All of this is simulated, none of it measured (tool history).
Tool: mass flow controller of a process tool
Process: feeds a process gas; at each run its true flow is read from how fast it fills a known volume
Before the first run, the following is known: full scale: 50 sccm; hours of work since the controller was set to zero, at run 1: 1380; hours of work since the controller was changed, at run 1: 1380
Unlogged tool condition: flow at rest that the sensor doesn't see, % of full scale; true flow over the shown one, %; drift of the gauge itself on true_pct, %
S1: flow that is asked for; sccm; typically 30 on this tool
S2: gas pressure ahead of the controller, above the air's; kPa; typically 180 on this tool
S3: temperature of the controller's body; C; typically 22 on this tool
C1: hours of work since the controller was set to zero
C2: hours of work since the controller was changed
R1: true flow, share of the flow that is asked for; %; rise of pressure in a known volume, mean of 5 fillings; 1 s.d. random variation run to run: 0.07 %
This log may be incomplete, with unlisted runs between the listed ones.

run 1 day=0 | S1=30 S2=180 S3=22 | C1=1380 C2=1380 | R1=99.09
run 2 day=14.454 | S1=30 S2=180 S3=22 | C1=1584 C2=1584 | R1=99.02
run 3 day=25.846 | S1=30 S2=180 S3=22 | C1=1744 C2=1744 | R1=99.07
run 4 day=40.912 | S1=30 S2=180 S3=22 | C1=1956 C2=1956 | R1=99.01
run 5 day=57.746 | S1=30 S2=180 S3=22 | C1=2193 C2=2193 | R1=99.05
run 6 day=70.633 | S1=30 S2=180 S3=22 | C1=2375 C2=2375 | R1=99.05
run 7 day=87.012 | S1=30 S2=180 S3=22 | C1=2605 C2=2605 | R1=98.98
run 8 day=103.604 | S1=30 S2=180 S3=22 | C1=2839 C2=2839 | R1=99.04
run 9 day=114.746 | S1=25 S2=180 S3=22 | C1=2996 C2=2996 | R1=98.72
run 10 day=130.65 | S1=25 S2=180 S3=22 | C1=3220 C2=3220 | R1=98.83
run 11 day=142.925 | S1=25 S2=180 S3=22 | C1=3393 C2=3393 | R1=98.89
run 12 day=152.829 | S1=25 S2=180 S3=22 | C1=3532 C2=3532 | R1=98.88
run 13 day=169.958 | S1=25 S2=180 S3=22 | C1=3774 C2=3774 | R1=98.7
run 14 day=186.817 | S1=25 S2=180 S3=22 | C1=4011 C2=4011 | R1=98.77
run 15 day=198.188 | S1=9 S2=262 S3=29 | C1=4171 C2=4171 | R1=97.87
run 16 day=211.717 | S1=34 S2=178 S3=35 | C1=4362 C2=4362 | R1=99.55
run 17 day=222.146 | S1=30 S2=210 S3=37 | C1=4509 C2=4509 | R1=99.44
run 18 day=240.454 | S1=28 S2=151 S3=31 | C1=4766 C2=4766 | R1=99.33
run 19 day=253.621 | S1=32 S2=151 S3=26 | C1=4952 C2=4952 | R1=99.37
run 20 day=264.95 | S1=32 S2=151 S3=26 | C1=5111 C2=5111 | R1=99.35
run 21 day=275.633 | S1=30 S2=180 S3=33 | C1=5262 C2=5262 | R1=99.37
run 22 day=291.629 | S1=30 S2=180 S3=33 | C1=5487 C2=5487 | R1=99.27
-- day=297.612 controller's zero set anew
run 23 day=309.808 | S1=30 S2=180 S3=33 | C1=172 C2=5743 | R1=99.28
run 24 day=328.079 | S1=10 S2=149 S3=31 | C1=429 C2=6000 | R1=98.36
run 25 day=339.596 | S1=6 S2=220 S3=35 | C1=591 C2=6162 | R1=97.99
run 26 day=349.458 | S1=6 S2=220 S3=35 | C1=730 C2=6301 | R1=97.9
run 27 day=358.671 | S1=5 S2=247 S3=35 | C1=860 C2=6431 | R1=97.84

5 options for the next run, each taken on its own from the tool as it stands now. Forecast them:
run A day=375.3 | S1=5 S2=247 S3=21 | C1=1094 C2=6665 | R1=?
run B day=375.3 | S1=30 S2=201 S3=22 | C1=1094 C2=6665 | R1=?
run C day=375.3 | S1=6 S2=209 S3=20 | C1=1094 C2=6665 | R1=?
run D day=375.3 | S1=13 S2=180 S3=22 | C1=1094 C2=6665 | R1=?
run E day=375.3 | S1=38 S2=274 S3=22 | C1=1094 C2=6665 | R1=?

run=A R1=97.58
run=B R1=98.89
run=C R1=97.51
run=D R1=98.15
run=E R1=98.9
What these runs would have given with no unlogged condition in the tool:
run=A R1=97.6
run=B R1=98.93
run=C R1=97.53
run=D R1=98.18
run=E R1=98.94

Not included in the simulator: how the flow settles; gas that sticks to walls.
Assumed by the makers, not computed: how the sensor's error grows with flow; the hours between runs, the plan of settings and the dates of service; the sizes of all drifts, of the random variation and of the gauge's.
